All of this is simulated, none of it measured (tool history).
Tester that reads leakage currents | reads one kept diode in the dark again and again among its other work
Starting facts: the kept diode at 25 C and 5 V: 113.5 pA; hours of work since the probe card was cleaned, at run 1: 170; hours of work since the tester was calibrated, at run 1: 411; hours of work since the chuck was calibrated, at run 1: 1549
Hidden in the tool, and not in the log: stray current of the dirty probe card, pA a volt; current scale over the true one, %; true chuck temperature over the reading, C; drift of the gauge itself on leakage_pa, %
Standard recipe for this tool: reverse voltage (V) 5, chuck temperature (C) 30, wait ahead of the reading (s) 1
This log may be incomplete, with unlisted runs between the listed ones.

run,hour,reverse voltage (V),chuck temperature (C),wait ahead of the reading (s),hours of work since the probe card was cleaned,hours of work since the tester was calibrated,hours of work since the chuck was calibrated,current that the tester gives (pA)
1,0,5,30,1,170,411,1549,159.07
# hour 61.2: chuck's temperature calibrated
2,90.7,5,30,1,238,478,22,183.18
3,205,5,30,1,325,565,109,182.54
4,278.5,5,30,1,381,621,165,180.91
5,432.6,5,30,1,498,739,283,180
6,531.1,5,30,0.65,573,814,358,179.74
7,667.3,4.44,30,0.65,677,917,462,169.52
8,795.3,4.44,30,0.65,774,1015,559,167.78
9,915.6,4.44,30,0.85,866,1106,651,165.78
10,1018.6,1.25,30,0.85,944,1185,729,96.71
11,1172.4,11.17,30,1,1061,1302,846,242.76
12,1271.7,11.17,30,1,1137,1378,922,240.24
13,1384.3,5,35,1,1223,1463,1008,262.21
14,1490.8,5,35,1,1304,1544,1089,262.55
15,1571,5,35,1,1365,1605,1150,259.48
# hour 1622.9: probe card cleaned and baked
16,1716.4,5,35,1,71,1714,1258,258.03
17,1828.4,5,35,1,157,1799,1343,255.82
18,1937.8,4.75,46,1,240,1883,1427,634.16
19,2067.8,4.75,46,1,339,1982,1526,626.83
# hour 2158.8: chuck's temperature calibrated
20,2175.4,4.75,57,1,419,2062,13,1639.75
# hour 2217.1: tester calibrated
21,2268.9,3.16,44,0.37,489,39,82,509.7
22,2345.8,12.91,54,1.11,547,98,141,2011.05
23,2487.7,12.91,54,1.11,656,206,249,1981.04
# hour 2546.7: probe card cleaned and baked, once more
24,2665.4,5,44,1,90,339,382,591.54
25,2840.5,5,44,1,224,472,515,586.39
26,2935.3,5,44,1,296,545,588,580.15
27,3090.1,5,44,1,414,662,705,578.19
28,3211.2,8.58,22,0.67,506,755,798,104.88
29,3298.8,8.58,22,0.67,573,821,864,105.01
30,3388.3,3.33,54,0.39,641,890,932,1076.98
31,3527.3,3.33,52,0.34,747,995,1038,908.45

Measured minus without-hidden-state, run by run (identical run-to-run variation in each term; gauge scatter may differ):
run,current that the tester gives (pA)
1,-22.98
2,+1.63
3,+0.27
4,-0.63
5,-2.33
6,-3.46
7,-4.77
8,-6.04
9,-7.42
10,-5.51
11,-13.38
12,-14.7
13,-20.69
14,-22.83
15,-23.89
16,-25.63
17,-27.59
18,-74.74
19,-79.85
20,-42.79
21,+0.97
22,-4.59
23,-21.89
24,-17.46
25,-24.07
26,-27.79
27,-33.67
28,-6.42
29,-6.92
30,-81.96
31,-78.29
